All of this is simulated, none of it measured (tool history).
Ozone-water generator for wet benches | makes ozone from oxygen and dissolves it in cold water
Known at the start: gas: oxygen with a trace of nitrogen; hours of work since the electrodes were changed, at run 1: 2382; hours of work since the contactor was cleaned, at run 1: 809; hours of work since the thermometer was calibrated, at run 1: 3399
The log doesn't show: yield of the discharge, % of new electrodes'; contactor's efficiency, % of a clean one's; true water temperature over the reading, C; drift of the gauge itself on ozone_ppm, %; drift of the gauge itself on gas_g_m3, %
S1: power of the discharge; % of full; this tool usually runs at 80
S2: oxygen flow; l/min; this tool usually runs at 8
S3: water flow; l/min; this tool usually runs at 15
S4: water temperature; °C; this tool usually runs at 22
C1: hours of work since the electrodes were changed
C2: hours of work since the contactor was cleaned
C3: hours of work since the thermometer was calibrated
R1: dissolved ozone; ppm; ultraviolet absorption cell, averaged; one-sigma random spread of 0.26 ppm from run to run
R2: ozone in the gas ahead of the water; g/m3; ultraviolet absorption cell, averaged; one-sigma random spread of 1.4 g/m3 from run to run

{"run": 1, "hour": 0.0, "S1": 80, "S2": 8, "S3": 15, "S4": 22, "C1": 2382, "C2": 809, "C3": 3399, "R1": 36.6, "R2": 241.7}
{"run": 2, "hour": 122.1, "S1": 80, "S2": 8, "S3": 15, "S4": 22, "C1": 2489, "C2": 917, "C3": 3506, "R1": 36.8, "R2": 240.2}
{"run": 3, "hour": 224.8, "S1": 80, "S2": 8, "S3": 15, "S4": 22, "C1": 2580, "C2": 1008, "C3": 3597, "R1": 36.7, "R2": 241.7}
{"run": 4, "hour": 319.8, "S1": 80, "S2": 8, "S3": 15, "S4": 22, "C1": 2664, "C2": 1091, "C3": 3681, "R1": 36.6, "R2": 242}
{"run": 5, "hour": 408.4, "S1": 80, "S2": 8, "S3": 23, "S4": 22, "C1": 2742, "C2": 1170, "C3": 3759, "R1": 27.6, "R2": 238.7}
{"run": 6, "hour": 503.7, "S1": 80, "S2": 8, "S3": 23, "S4": 22, "C1": 2826, "C2": 1254, "C3": 3843, "R1": 27.2, "R2": 238.5}
{"run": 7, "hour": 617.2, "S1": 80, "S2": 8, "S3": 23, "S4": 18, "C1": 2926, "C2": 1354, "C3": 3943, "R1": 29.5, "R2": 235.7}
{"run": 8, "hour": 693.9, "S1": 93, "S2": 8, "S3": 15, "S4": 22, "C1": 2993, "C2": 1421, "C3": 4011, "R1": 39.9, "R2": 265.6}
{"run": 9, "hour": 758.7, "S1": 93, "S2": 8, "S3": 15, "S4": 25, "C1": 3051, "C2": 1478, "C3": 4068, "R1": 37.7, "R2": 263.6}
{"run": 10, "hour": 824.3, "S1": 93, "S2": 8, "S3": 15, "S4": 25, "C1": 3109, "C2": 1536, "C3": 4126, "R1": 37.7, "R2": 262.1}
{"run": 11, "hour": 885.8, "S1": 97, "S2": 8, "S3": 15, "S4": 21, "C1": 3163, "C2": 1590, "C3": 4180, "R1": 41.9, "R2": 272.6}
{"run": 12, "hour": 966.4, "S1": 68, "S2": 5.52, "S3": 21, "S4": 21, "C1": 3234, "C2": 1661, "C3": 4251, "R1": 27.1, "R2": 257.8}
{"run": 13, "hour": 1068.6, "S1": 52, "S2": 6.84, "S3": 16, "S4": 22, "C1": 3324, "C2": 1751, "C3": 4341, "R1": 26.5, "R2": 191.4}
{"hour": 1079.8, "done": "water thermometer calibrated"}
{"run": 14, "hour": 1166.2, "S1": 80, "S2": 4, "S3": 15, "S4": 21, "C1": 3409, "C2": 1837, "C3": 76, "R1": 39.9, "R2": 345.3}
{"run": 15, "hour": 1253.2, "S1": 50, "S2": 4, "S3": 12, "S4": 21, "C1": 3486, "C2": 1914, "C3": 153, "R1": 33.3, "R2": 247.8}
{"run": 16, "hour": 1361.1, "S1": 50, "S2": 4, "S3": 12, "S4": 21, "C1": 3581, "C2": 2009, "C3": 248, "R1": 33, "R2": 247.8}

Run 17 has not been measured yet. What should we expect?
{"run": 17, "hour": 1416.0, "S1": 95, "S2": 8, "S3": 15, "S4": 22, "C1": 3630, "C2": 2057, "C3": 296, "R1": "?", "R2": "?"}

Run 17 measured R1 39.7 ppm, R2 260.9 g/m3.
Without the tool's hidden state the same run would have given R1 44.7 ppm, R2 287.2 g/m3.
